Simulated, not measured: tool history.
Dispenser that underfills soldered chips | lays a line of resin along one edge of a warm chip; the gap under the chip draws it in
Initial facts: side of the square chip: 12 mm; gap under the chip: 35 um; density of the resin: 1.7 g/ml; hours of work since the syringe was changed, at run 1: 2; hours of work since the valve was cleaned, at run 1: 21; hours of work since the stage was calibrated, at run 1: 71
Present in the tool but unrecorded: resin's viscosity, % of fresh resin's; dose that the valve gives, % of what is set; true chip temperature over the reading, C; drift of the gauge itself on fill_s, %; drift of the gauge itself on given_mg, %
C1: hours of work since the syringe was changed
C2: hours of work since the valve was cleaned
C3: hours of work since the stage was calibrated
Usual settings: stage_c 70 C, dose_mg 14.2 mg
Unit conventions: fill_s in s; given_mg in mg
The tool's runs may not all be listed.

run 1 hour=0 | stage_c=70 dose_mg=14.2 | C1=2 C2=21 C3=71 | fill_s=256.2 given_mg=14.1
-- hour=11.6 new syringe of resin
run 2 hour=12.6 | stage_c=70 dose_mg=14.2 | C1=1 C2=29 C3=80 | fill_s=234.8 given_mg=13.99
run 3 hour=19.3 | stage_c=70 dose_mg=14.2 | C1=5 C2=34 C3=85 | fill_s=319 given_mg=13.96
-- hour=25.4 new syringe of resin
run 4 hour=25.4 | stage_c=56 dose_mg=14.2 | C1=0 C2=38 C3=89 | fill_s=437.3 given_mg=13.98
-- hour=33.3 dispensing valve cleaned and set on the balance
run 5 hour=34.5 | stage_c=56 dose_mg=14.2 | C1=6 C2=1 C3=95 | fill_s=635.6 given_mg=14.22
-- hour=40.3 new syringe of resin
run 6 hour=44.2 | stage_c=70 dose_mg=14.2 | C1=3 C2=8 C3=101 | fill_s=267.1 given_mg=14.2
run 7 hour=52.9 | stage_c=77 dose_mg=13.8 | C1=9 C2=14 C3=108 | fill_s=292.2 given_mg=13.71
-- hour=53.9 new syringe of resin
run 8 hour=61.4 | stage_c=77 dose_mg=13.8 | C1=5 C2=20 C3=113 | fill_s=232.1 given_mg=13.62
-- hour=67.7 new syringe of resin
run 9 hour=71.8 | stage_c=61 dose_mg=16.3 | C1=3 C2=27 C3=121 | fill_s=410 given_mg=16.07
run 10 hour=78.7 | stage_c=55 dose_mg=13.6 | C1=8 C2=32 C3=126 | fill_s=769.6 given_mg=13.38
-- hour=81.4 new syringe of resin
run 11 hour=89.5 | stage_c=75 dose_mg=15.3 | C1=6 C2=39 C3=133 | fill_s=254 given_mg=14.97

Each row is a separate what-if for the run after 11, all from the same tool condition, not one after another. Results?
-- hour=95 new syringe of resin
-- hour=97.2 dispensing valve cleaned and set on the balance
run A hour=100.7 | stage_c=69 dose_mg=12.6 | C1=3 C2=3 C3=140 | fill_s=? given_mg=?
-- hour=95 new syringe of resin
-- hour=97.2 dispensing valve cleaned and set on the balance
run B hour=100.7 | stage_c=57 dose_mg=14.9 | C1=3 C2=3 C3=140 | fill_s=? given_mg=?
-- hour=95 new syringe of resin
-- hour=97.2 dispensing valve cleaned and set on the balance
run C hour=100.7 | stage_c=75 dose_mg=18.4 | C1=3 C2=3 C3=140 | fill_s=? given_mg=?
-- hour=95 new syringe of resin
-- hour=97.2 dispensing valve cleaned and set on the balance
run D hour=100.7 | stage_c=72 dose_mg=15.3 | C1=3 C2=3 C3=140 | fill_s=? given_mg=?
-- hour=95 new syringe of resin
-- hour=97.2 dispensing valve cleaned and set on the balance
run E hour=100.7 | stage_c=65 dose_mg=13.7 | C1=3 C2=3 C3=140 | fill_s=? given_mg=?

run=A fill_s=295.4 given_mg=12.57
run=B fill_s=514.8 given_mg=14.87
run=C fill_s=221.9 given_mg=18.36
run=D fill_s=253 given_mg=15.27
run=E fill_s=360.4 given_mg=13.67
Without the tool's unlogged condition, the same runs would have read:
run=A fill_s=243 given_mg=12.6
run=B fill_s=424.5 given_mg=14.91
run=C fill_s=182.4 given_mg=18.41
run=D fill_s=208 given_mg=15.31
run=E fill_s=296.5 given_mg=13.71

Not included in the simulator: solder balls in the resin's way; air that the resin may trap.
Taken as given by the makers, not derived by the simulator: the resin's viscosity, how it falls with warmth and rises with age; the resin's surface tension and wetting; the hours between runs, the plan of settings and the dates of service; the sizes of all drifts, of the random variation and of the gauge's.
